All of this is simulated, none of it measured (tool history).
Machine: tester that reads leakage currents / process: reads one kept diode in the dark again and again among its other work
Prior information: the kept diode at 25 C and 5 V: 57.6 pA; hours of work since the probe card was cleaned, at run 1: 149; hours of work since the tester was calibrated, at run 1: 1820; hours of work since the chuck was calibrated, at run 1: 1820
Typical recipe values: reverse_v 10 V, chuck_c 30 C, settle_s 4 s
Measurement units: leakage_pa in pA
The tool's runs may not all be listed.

run    hour  reverse_v  chuck_c  settle_s  hours of work since the probe card was cleaned  hours of work since the tester was calibrated  hours of work since the chuck was calibrated  leakage_pa
  1       0         10       30         4                                             149                                           1820                                          1820      110.64
  2   144.6         10       30         4                                             245                                           1916                                          1916      111.04
  3   248.6         10       30         4                                             314                                           1985                                          1985      111.31
  4   327.7         10       30         4                                             366                                           2038                                          2038       111.6
      447.8  -- chuck's temperature calibrated
  5   509.5         10       30         4                                             485                                           2157                                            41      121.18
  6   681.3         10       30         4                                             599                                           2270                                           155      121.64
  7   810.5         10       30         4                                             685                                           2356                                           240      121.73
        828  -- probe card cleaned and baked
  8   938.2         10       30         4                                              73                                           2439                                           323      122.94
  9  1028.1       15.8       30         4                                             133                                           2498                                           382      153.39
 10    1166         10       37         4                                             224                                           2590                                           474      214.69
 11  1321.3         10       37         4                                             327                                           2692                                           577      213.06
 12  1491.8       14.2       28         4                                             440                                           2805                                           690      125.15
 13  1577.4         10       48      0.35                                             496                                           2862                                           746       499.1
 14  1724.8       12.6       48       1.7                                             594                                           2960                                           844      548.98
 15  1838.7       12.6       48       1.7                                             670                                           3035                                           919      544.85
 16  1965.4         17       30      1.47                                             753                                           3119                                          1003      163.62
     1981.5  -- probe card cleaned and baked, once more
 17    2062         17       30      1.47                                              53                                           3181                                          1065      143.45
 18  2170.7         10       45      0.45                                             125                                           3253                                          1137      382.67
 19  2296.5         10       45      0.45                                             209                                           3336                                          1221      381.34

Results for each run, recomputed without the tool's hidden state and with each run's random variation untouched:
The tool's hidden condition here consists of: stray current of the dirty probe card, pA a volt; current scale over the true one, %; true chuck temperature over the reading, C; drift of the gauge itself on leakage_pa, %.
run  leakage_pa
  1      121.23
  2      121.46
  3      121.67
  4      121.83
  5       121.2
  6       121.5
  7      121.41
  8      121.74
  9      149.24
 10      218.03
 11      216.78
 12      119.47
 13      521.32
 14      573.63
 15      570.78
 16       155.5
 17      155.83
 18      415.81
 19      415.44
